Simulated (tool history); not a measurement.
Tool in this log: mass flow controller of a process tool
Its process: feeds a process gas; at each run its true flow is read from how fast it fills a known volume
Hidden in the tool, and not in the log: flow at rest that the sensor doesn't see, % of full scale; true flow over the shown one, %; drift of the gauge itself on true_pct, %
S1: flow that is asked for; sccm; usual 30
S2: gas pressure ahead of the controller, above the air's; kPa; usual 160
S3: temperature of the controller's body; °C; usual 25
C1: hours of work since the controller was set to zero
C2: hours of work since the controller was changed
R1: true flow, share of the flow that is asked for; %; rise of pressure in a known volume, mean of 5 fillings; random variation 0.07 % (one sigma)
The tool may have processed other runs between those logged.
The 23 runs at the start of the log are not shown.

run    hour  S1   S2  S3    C1    C2     R1
 24  1283.2  30  160  25  1151  1151  98.15
 25  1317.6  64  160  25  1173  1173  98.94
 26  1361.7  20  164  37  1200  1200  97.49
 27  1430.5  16  233  25  1243  1243  98.22
 28  1500.7  71  160  24  1287  1287  99.02
 29  1576.0  30  273  24  1334  1334  98.89
 30  1613.9  79  198  35  1357  1357  99.15
 31  1654.7  79  198  35  1383  1383  99.09
 32  1701.7  31  147  23  1412  1412  98.14
 33  1733.6  31  147  23  1432  1432  98.25
 34  1770.5  31  147  23  1455  1455  98.16
 35  1845.2  43  217  31  1502  1502  98.64
 36  1891.1  29  243  31  1530  1530  98.51
 37  1962.3  56  160  22  1575  1575  98.82
 38  2038.1  56  160  22  1622  1622  98.75
 39  2071.4  56  160  22  1643  1643  98.79
 40  2124.9  56  160  22  1676  1676  98.87
 41  2186.9  78  185  26  1715  1715  99.32
 42  2227.8  78  185  26  1740  1740  99.36
 43  2286.6  78  185  26  1777  1777  99.32
 44  2334.6  78  185  26  1807  1807  99.47
 45  2384.3  30  210  28  1838  1838  98.36
 46  2458.8  30  210  28  1884  1884  98.40
 47  2492.5  11  160  25  1905  1905  97.70

4 ways to go on from here, each from the tool as it stands after run 47. What would each give?
  A  2537.2  18  242  31  1933  1933   ?
  B  2537.2  83  150  24  1933  1933   ?
  C  2537.2  39  174  28  1933  1933   ?
  D  2537.2  30  246  30  1933  1933   ?

run     R1
  A  98.21
  B  99.32
  C  98.36
  D  98.63
Had the tool no hidden state, the same runs would have come out as:
run     R1
  A  98.23
  B  99.33
  C  98.38
  D  98.64
